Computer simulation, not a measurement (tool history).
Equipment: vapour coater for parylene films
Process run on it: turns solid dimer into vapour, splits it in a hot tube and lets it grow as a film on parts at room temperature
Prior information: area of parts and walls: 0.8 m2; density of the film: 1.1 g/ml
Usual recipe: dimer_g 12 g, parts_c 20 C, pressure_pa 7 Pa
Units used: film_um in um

run     day  dimer_g  parts_c  pressure_pa  film_um
  1       0       12       20            7     7.66
  2     0.6       12       20            7     7.72
  3   1.617       12       20            7     7.61
  4   2.521       12       20            7      7.7
  5   3.558       12       26            7     6.18
  6   4.808       12       26            7     6.14
  7    5.95       12       26            7      6.2
  8   6.967       12       26            7     6.23
  9   8.033       12       26            7     6.17
 10   8.942       12       20            7     7.71
 11  10.262       12       20            7     7.56
 12  11.542       12       20            7     7.55
 13   12.35       12       20         3.13     8.62
 14  12.921       12       20         8.14     7.49
 15  13.583       12       20         8.14     7.55
 16  14.567       12       20         8.14     7.43
 17  15.708       12       20         8.14     7.44
 18  16.983       12       20         8.14     7.41
 19  17.562       12       20            7     7.57
 20  18.188       12       13            7     9.54
 21  19.075       12       20         4.44      8.2
 22   20.15       12       20         4.44     8.04
 23  20.692       12       20         4.44     8.05
 24  21.358       14       20            7     8.74
 25  22.021       14       18        11.11     8.84
 26  22.833       14       18        11.11     8.74
 27  23.567        9       16            7     6.51
 28  24.425       14       16            7    10.14
 29  25.138        5       29        10.54     2.15
 30  25.704       19       26         9.01     9.31
 31  26.958       19       24         9.01     9.97
 32  27.521       18       24         7.81     9.65
 33  28.262       12       27         2.98     6.68
 34  28.979        9       24            7     4.91
 35    29.6        6       20         8.54     3.66
 36  30.604       12       20         2.05     9.08
 37  31.179       12       20         2.05     9.05
 38  32.329       12       20         2.05     8.93
 39  33.033       11       20            7     6.87
 40  34.225       11       20            7     6.82
 41  35.038        5       20         3.97     3.39
 42  35.883        6       23        11.62     3.15
 43  36.954        7       16         4.51     5.33
     37.071  -- gauge calibrated
 44  38.017        5       29         9.99      2.2
 45  39.308       10       30            7     4.51
 46   39.85       21       20         6.97     13.4
     40.262  -- trap's valve overhauled
 47  41.325       21       20         6.97    13.46

3 options for the next run, each taken on its own from the tool as it stands now. Forecast them:
  A  41.983       10       27         2.65        ?
  B  41.983       21       20        11.42        ?
  C  41.983       21       22         6.97        ?

run  film_um
  A     5.77
  B    12.51
  C    12.49
Stripped of hidden state, with their random variation kept, the same runs would have yielded:
run  film_um
  A      5.8
  B    12.57
  C    12.54
